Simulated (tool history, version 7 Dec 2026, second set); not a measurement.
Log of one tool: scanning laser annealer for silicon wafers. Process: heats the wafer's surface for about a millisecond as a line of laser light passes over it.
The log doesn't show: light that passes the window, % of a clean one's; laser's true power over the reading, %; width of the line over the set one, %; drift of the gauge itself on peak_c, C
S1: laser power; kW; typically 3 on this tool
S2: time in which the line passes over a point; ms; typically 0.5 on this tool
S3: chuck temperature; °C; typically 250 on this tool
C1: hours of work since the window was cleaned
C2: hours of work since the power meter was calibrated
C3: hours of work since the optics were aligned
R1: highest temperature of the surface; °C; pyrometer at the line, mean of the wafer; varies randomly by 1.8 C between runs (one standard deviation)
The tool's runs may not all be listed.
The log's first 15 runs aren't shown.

run   hour     S1     S2   S3   C1   C2   C3    R1
     375.1  -- laser's power meter calibrated, once more
 16  383.2  2.994    0.5  250  414    6  573  1000
 17  407.2      3    0.5  250  433   25  592  1000
     437.7  -- window over the wafer cleaned
 18  443.1      3  0.456  250    4   52  619  1017
 19  472.3      3  0.456  250   28   76  642  1010
 20  489.4      3  0.456  250   41   89  656  1004
 21  523.2      3  0.456  250   68  116  683  1002
 22  538.7  2.563  0.378  250   80  128  695   810
 23  573.1  2.834    0.5  244  108  156  722   974
 24  606.8   3.11    0.5  275  134  183  749  1092
 25  631.6      3    0.5  278  154  202  769  1056
 26  649.9      3    0.5  278  169  217  784  1053
 27  665.6      3    0.5  278  181  229  796  1052
 28    681      3    0.5  278  193  242  808  1051
 29  700.3  2.885    0.5  226  209  257  824   957
 30  735.8  2.863  0.415  234  237  285  852   894
 31  763.5  3.051  0.537  234  259  307  874  1038
 32  791.1  3.051  0.537  234  281  329  896  1033
 33  808.1  3.051  0.537  234  294  343  909  1036
 34  830.8  3.051  0.537  234  313  361  927  1035
 35  854.5      3  0.476  250  331  379  946   983
     873.5  -- optics aligned, line set to its width
 36  878.9      3  0.436  212  347  395    4   929
 37  912.9      3  0.436  212  374  422   31   928
 38  942.9  3.294  0.541  267  398  446   55  1158
 39  967.4  2.955  0.507  267  417  465   75  1017

5 ways to go on from here, each from the tool as it stands after run 39. What would each give?
  A  993.6  2.877    0.5  250  438  486  96   ?
  B  993.6  2.955   0.45  243  438  486  96   ?
  C  993.6  3.259  0.507  229  438  486  96   ?
  D  993.6  3.155  0.375  269  438  486  96   ?
  E  993.6  3.086  0.542  278  438  486  96   ?

run    R1
  A   967
  B   946
  C  1075
  D   970
  E  1093
With the hidden condition removed and each run's random variation left untouched, the same runs would have given:
run    R1
  A  1024
  B  1003
  C  1142
  D  1026
  E  1158
